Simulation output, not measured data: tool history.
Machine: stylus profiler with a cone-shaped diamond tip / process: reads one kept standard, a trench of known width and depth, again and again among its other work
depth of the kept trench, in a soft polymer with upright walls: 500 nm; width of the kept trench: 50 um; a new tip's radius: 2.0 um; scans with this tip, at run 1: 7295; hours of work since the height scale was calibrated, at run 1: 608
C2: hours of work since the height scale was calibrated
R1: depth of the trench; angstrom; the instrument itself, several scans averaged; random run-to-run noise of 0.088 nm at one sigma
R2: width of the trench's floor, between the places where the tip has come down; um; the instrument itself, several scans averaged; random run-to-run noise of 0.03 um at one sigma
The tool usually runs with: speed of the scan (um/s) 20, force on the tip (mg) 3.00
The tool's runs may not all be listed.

Run 1, day 0.000: usual settings; scans with this tip 7295; C2 608. Result: R1 5066.5 angstrom, R2 45.25 um.
At day 3.921: new tip fitted, height scale calibrated.
Run 2, day 4.704: usual settings but force on the tip (mg) 5.90; scans with this tip 161; C2 13. Result: R1 5091.9 angstrom, R2 47.21 um.
Run 3, day 7.517: usual settings but force on the tip (mg) 5.90; scans with this tip 741; C2 62. Result: R1 5094.6 angstrom, R2 47.02 um.
Run 4, day 10.808: usual settings but force on the tip (mg) 5.90; scans with this tip 1420; C2 118. Result: R1 5094.0 angstrom, R2 46.88 um.
Run 5, day 14.942: usual settings but force on the tip (mg) 5.90; scans with this tip 2272; C2 189. Result: R1 5095.3 angstrom, R2 46.60 um.
Run 6, day 17.238: usual settings but speed of the scan (um/s) 15; scans with this tip 2746; C2 229. Result: R1 5061.1 angstrom, R2 46.37 um.
Run 7, day 22.217: usual settings but speed of the scan (um/s) 15; scans with this tip 3773; C2 315. Result: R1 5062.6 angstrom, R2 46.09 um.
Run 8, day 24.754: usual settings but speed of the scan (um/s) 15; scans with this tip 4295; C2 358. Result: R1 5062.5 angstrom, R2 45.96 um.
Run 9, day 26.946: usual settings but speed of the scan (um/s) 15; scans with this tip 4748; C2 396. Result: R1 5062.3 angstrom, R2 45.85 um.
Run 10, day 30.846: usual settings but speed of the scan (um/s) 15; scans with this tip 5552; C2 463. Result: R1 5063.5 angstrom, R2 45.62 um.
Run 11, day 34.562: usual settings but speed of the scan (um/s) 15; scans with this tip 6318; C2 527. Result: R1 5064.6 angstrom, R2 45.44 um.
Run 12, day 39.004: usual settings but speed of the scan (um/s) 6; scans with this tip 7234; C2 603. Result: R1 5064.4 angstrom, R2 45.19 um.
Run 13, day 42.871: usual settings but speed of the scan (um/s) 6; scans with this tip 8031; C2 670. Result: R1 5067.4 angstrom, R2 45.13 um.
At day 43.225: new tip fitted, height scale calibrated.
Run 14, day 45.046: usual settings but speed of the scan (um/s) 7; scans with this tip 376; C2 31. Result: R1 5060.0 angstrom, R2 47.17 um.
Run 15, day 49.838: usual settings but force on the tip (mg) 1.93; scans with this tip 1364; C2 114. Result: R1 5045.3 angstrom, R2 46.80 um.
Run 16, day 53.075: usual settings but speed of the scan (um/s) 71; scans with this tip 2032; C2 169. Result: R1 5060.5 angstrom, R2 46.58 um.
Run 17, day 55.604: usual settings but speed of the scan (um/s) 71, force on the tip (mg) 1.44; scans with this tip 2553; C2 213. Result: R1 5037.9 angstrom, R2 46.30 um.
Run 18, day 59.442: usual settings but force on the tip (mg) 8.03; scans with this tip 3345; C2 279. Result: R1 5120.2 angstrom, R2 46.27 um.
Run 19, day 62.133: usual settings but force on the tip (mg) 8.03; scans with this tip 3899; C2 325. Result: R1 5119.5 angstrom, R2 46.10 um.
At day 62.538: height scale calibrated on a step standard.
Run 20, day 66.817: usual settings; scans with this tip 4861; C2 74. Result: R1 5066.8 angstrom, R2 45.73 um.
Run 21, day 71.529: usual settings; scans with this tip 5833; C2 155. Result: R1 5067.7 angstrom, R2 45.51 um.
Run 22, day 75.462: usual settings but speed of the scan (um/s) 7, force on the tip (mg) 1.43; scans with this tip 6643; C2 222. Result: R1 5044.6 angstrom, R2 45.39 um.
Run 23, day 78.838: usual settings but speed of the scan (um/s) 46, force on the tip (mg) 1.99; scans with this tip 7339; C2 280. Result: R1 5056.3 angstrom, R2 45.24 um.
Run 24, day 81.742: usual settings but speed of the scan (um/s) 46, force on the tip (mg) 6.78; scans with this tip 7938; C2 330. Result: R1 5111.8 angstrom, R2 45.09 um.
At day 82.704: new tip fitted, height scale calibrated.
At day 85.638: height scale calibrated on a step standard, once more.
Run 25, day 85.729: usual settings but speed of the scan (um/s) 46, force on the tip (mg) 6.78; scans with this tip 619; C2 2. Result: R1 5101.6 angstrom, R2 47.06 um.
Run 26, day 89.429: usual settings but speed of the scan (um/s) 31, force on the tip (mg) 5.40; scans with this tip 1382; C2 65. Result: R1 5088.5 angstrom, R2 46.80 um.
Run 27, day 92.671: usual settings but speed of the scan (um/s) 19, force on the tip (mg) 8.82; scans with this tip 2050; C2 121. Result: R1 5126.1 angstrom, R2 46.67 um.
Run 28, day 97.792: usual settings but speed of the scan (um/s) 7, force on the tip (mg) 1.62; scans with this tip 3106; C2 209. Result: R1 5041.3 angstrom, R2 46.30 um.
Run 29, day 100.758: usual settings but speed of the scan (um/s) 7, force on the tip (mg) 3.30; scans with this tip 3718; C2 260. Result: R1 5066.1 angstrom, R2 46.15 um.
Run 30, day 103.829: usual settings but speed of the scan (um/s) 9, force on the tip (mg) 2.92; scans with this tip 4351; C2 313. Result: R1 5062.4 angstrom, R2 46.00 um.
Run 31, day 108.288: usual settings but speed of the scan (um/s) 9, force on the tip (mg) 4.08; scans with this tip 5270; C2 389. Result: R1 5076.8 angstrom, R2 45.74 um.
Run 32, day 111.754: usual settings but speed of the scan (um/s) 9, force on the tip (mg) 4.08; scans with this tip 5986; C2 449. Result: R1 5078.0 angstrom, R2 45.66 um.
Run 33, day 115.450: usual settings but force on the tip (mg) 1.06; scans with this tip 6748; C2 513. Result: R1 5034.2 angstrom, R2 45.38 um.
Run 34, day 118.217: usual settings but speed of the scan (um/s) 8, force on the tip (mg) 1.85; scans with this tip 7318; C2 560. Result: R1 5048.4 angstrom, R2 45.22 um.
At day 122.029: new tip fitted, height scale calibrated.
Run 35, day 122.188: usual settings but speed of the scan (um/s) 44, force on the tip (mg) 1.02; scans with this tip 32; C2 3. Result: R1 5031.2 angstrom, R2 47.22 um.
Run 36, day 125.633: usual settings but speed of the scan (um/s) 19, force on the tip (mg) 2.03; scans with this tip 743; C2 62. Result: R1 5047.3 angstrom, R2 47.05 um.
Run 37, day 128.412: usual settings but force on the tip (mg) 7.48; scans with this tip 1317; C2 110. Result: R1 5116.4 angstrom, R2 46.76 um.
Run 38, day 131.875: usual settings but speed of the scan (um/s) 17, force on the tip (mg) 1.55; scans with this tip 2031; C2 169. Result: R1 5042.9 angstrom, R2 46.61 um.
Run 39, day 136.029: usual settings but speed of the scan (um/s) 17, force on the tip (mg) 1.55; scans with this tip 2887; C2 241. Result: R1 5043.2 angstrom, R2 46.29 um.
Run 40, day 138.467: usual settings but speed of the scan (um/s) 47, force on the tip (mg) 5.69; scans with this tip 3389; C2 283. Result: R1 5096.7 angstrom, R2 46.19 um.
Run 41, day 141.746: usual settings but speed of the scan (um/s) 47, force on the tip (mg) 5.69; scans with this tip 4066; C2 339. Result: R1 5096.3 angstrom, R2 45.93 um.

What if the next run were any one of these 5? Each begins from the tool's condition after run 41:
Run A, day 145.721: usual settings but speed of the scan (um/s) 6, force on the tip (mg) 3.75; scans with this tip 4885; C2 407. Result: R1 ?, R2 ?.
Run B, day 145.721: usual settings but speed of the scan (um/s) 68, force on the tip (mg) 4.38; scans with this tip 4885; C2 407. Result: R1 ?, R2 ?.
Run C, day 145.721: usual settings but force on the tip (mg) 2.39; scans with this tip 4885; C2 407. Result: R1 ?, R2 ?.
Run D, day 145.721: usual settings but force on the tip (mg) 5.74; scans with this tip 4885; C2 407. Result: R1 ?, R2 ?.
Run E, day 145.721: usual settings but speed of the scan (um/s) 34, force on the tip (mg) 5.69; scans with this tip 4885; C2 407. Result: R1 ?, R2 ?.

run      R1     R2
  A  5075.2  45.78
  B  5082.6  45.70
  C  5055.7  45.73
  D  5099.0  45.76
  E  5098.8  45.75
The same runs, with their run-to-run variation unchanged, on a tool lacking any hidden condition would have given:
run      R1     R2
  A  5069.3  47.37
  B  5076.7  47.28
  C  5049.8  47.32
  D  5093.1  47.35
  E  5092.9  47.34

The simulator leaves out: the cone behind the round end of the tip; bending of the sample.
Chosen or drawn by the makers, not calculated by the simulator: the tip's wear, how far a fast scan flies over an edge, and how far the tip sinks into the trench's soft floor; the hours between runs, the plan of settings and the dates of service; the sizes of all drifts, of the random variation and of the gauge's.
